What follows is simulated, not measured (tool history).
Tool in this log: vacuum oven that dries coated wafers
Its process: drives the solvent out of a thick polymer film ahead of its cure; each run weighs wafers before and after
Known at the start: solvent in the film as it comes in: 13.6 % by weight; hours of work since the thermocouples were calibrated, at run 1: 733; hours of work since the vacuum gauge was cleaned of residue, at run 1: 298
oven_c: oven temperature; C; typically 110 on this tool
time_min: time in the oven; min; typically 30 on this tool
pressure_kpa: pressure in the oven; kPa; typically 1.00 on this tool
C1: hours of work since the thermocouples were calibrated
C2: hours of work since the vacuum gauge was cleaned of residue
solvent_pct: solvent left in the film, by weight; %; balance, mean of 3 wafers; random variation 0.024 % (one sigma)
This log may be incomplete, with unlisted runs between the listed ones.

{"run": 1, "hour": 0.0, "oven_c": 110, "time_min": 30, "pressure_kpa": 1.0, "C1": 733, "C2": 298, "solvent_pct": 2.52}
{"run": 2, "hour": 11.2, "oven_c": 110, "time_min": 30, "pressure_kpa": 1.0, "C1": 740, "C2": 305, "solvent_pct": 2.49}
{"run": 3, "hour": 36.8, "oven_c": 110, "time_min": 30, "pressure_kpa": 1.0, "C1": 756, "C2": 321, "solvent_pct": 2.48}
{"run": 4, "hour": 53.3, "oven_c": 110, "time_min": 30, "pressure_kpa": 3.9, "C1": 766, "C2": 331, "solvent_pct": 3.71}
{"run": 5, "hour": 68.8, "oven_c": 110, "time_min": 30, "pressure_kpa": 1.19, "C1": 776, "C2": 341, "solvent_pct": 2.58}
{"run": 6, "hour": 85.0, "oven_c": 110, "time_min": 30, "pressure_kpa": 1.19, "C1": 786, "C2": 351, "solvent_pct": 2.59}
{"run": 7, "hour": 99.5, "oven_c": 110, "time_min": 19, "pressure_kpa": 1.19, "C1": 796, "C2": 361, "solvent_pct": 4.24}
{"run": 8, "hour": 120.1, "oven_c": 110, "time_min": 19, "pressure_kpa": 1.19, "C1": 809, "C2": 374, "solvent_pct": 4.22}

Run 9 is up next; what results do you expect?
{"run": 9, "hour": 142.2, "oven_c": 112, "time_min": 26, "pressure_kpa": 3.26, "C1": 822, "C2": 387, "solvent_pct": "?"}

Run 9 came out at solvent_pct 3.49 %.
Take away the tool's hidden state, keep the run-to-run variation as it was, and the same run would have given solvent_pct 3.60 %.

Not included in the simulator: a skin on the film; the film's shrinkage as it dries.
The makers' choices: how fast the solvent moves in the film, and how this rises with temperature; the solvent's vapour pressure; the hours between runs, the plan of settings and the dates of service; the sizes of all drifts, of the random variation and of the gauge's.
